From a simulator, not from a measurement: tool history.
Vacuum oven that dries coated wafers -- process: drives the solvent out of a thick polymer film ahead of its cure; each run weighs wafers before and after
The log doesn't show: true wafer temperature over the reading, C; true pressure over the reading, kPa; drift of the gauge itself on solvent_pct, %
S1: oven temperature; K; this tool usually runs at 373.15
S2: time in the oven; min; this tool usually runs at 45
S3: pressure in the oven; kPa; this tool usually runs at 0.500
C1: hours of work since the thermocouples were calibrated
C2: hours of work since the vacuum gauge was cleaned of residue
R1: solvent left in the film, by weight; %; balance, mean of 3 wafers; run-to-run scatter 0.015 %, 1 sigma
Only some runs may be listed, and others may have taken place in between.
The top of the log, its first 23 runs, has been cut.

run,hour,S1,S2,S3,C1,C2,R1
24,623.2,373.15,35,1.607,524,969,2.73
25,660.4,373.15,35,1.607,549,994,2.69
26,688.4,381.15,40,1.571,568,1013,1.05
27,711.2,385.15,23,0.927,583,1028,1.54
28,740.9,368.15,23,0.927,603,1048,5.25
29,764.6,368.15,23,0.927,619,1064,5.26
30,787.5,373.15,45,0.305,635,1080,1.48
31,817.5,373.15,34,0.488,655,1100,2.41
# hour 850.5: oven's thermocouples calibrated
32,851.1,373.15,34,0.488,0,1121,2.69
33,873.1,376.15,34,0.488,15,1136,2.04
34,908.5,387.15,34,0.488,39,1160,0.59
35,941.8,387.15,34,0.488,62,1183,0.60
36,968.0,386.15,23,0.667,79,1200,1.49
37,1005.9,373.15,45,0.882,105,1226,1.91
38,1025.0,373.15,45,0.882,118,1239,1.89
39,1061.1,376.15,42,0.500,142,1263,1.43
40,1084.9,373.15,42,0.352,158,1279,1.90
41,1111.0,381.15,42,0.308,176,1297,0.74
42,1127.9,364.15,77,0.379,187,1308,1.84
43,1164.0,372.15,45,1.188,211,1332,2.18
44,1197.1,365.15,76,1.188,234,1355,2.08
45,1233.2,365.15,77,1.188,258,1379,2.02
46,1253.6,365.15,77,1.188,272,1393,2.04

4 options for the next run, each taken on its own from the tool as it stands now. Forecast them:
A,1287.3,373.15,33,1.680,295,1416,?
B,1287.3,383.15,33,1.414,295,1416,?
C,1287.3,365.15,77,0.375,295,1416,?
D,1287.3,379.15,28,1.483,295,1416,?

run,R1
A,3.10
B,1.22
C,1.66
D,2.30
With the hidden condition removed and each run's random variation left untouched, the same runs would have given:
run,R1
A,3.03
B,1.12
C,1.46
D,2.24

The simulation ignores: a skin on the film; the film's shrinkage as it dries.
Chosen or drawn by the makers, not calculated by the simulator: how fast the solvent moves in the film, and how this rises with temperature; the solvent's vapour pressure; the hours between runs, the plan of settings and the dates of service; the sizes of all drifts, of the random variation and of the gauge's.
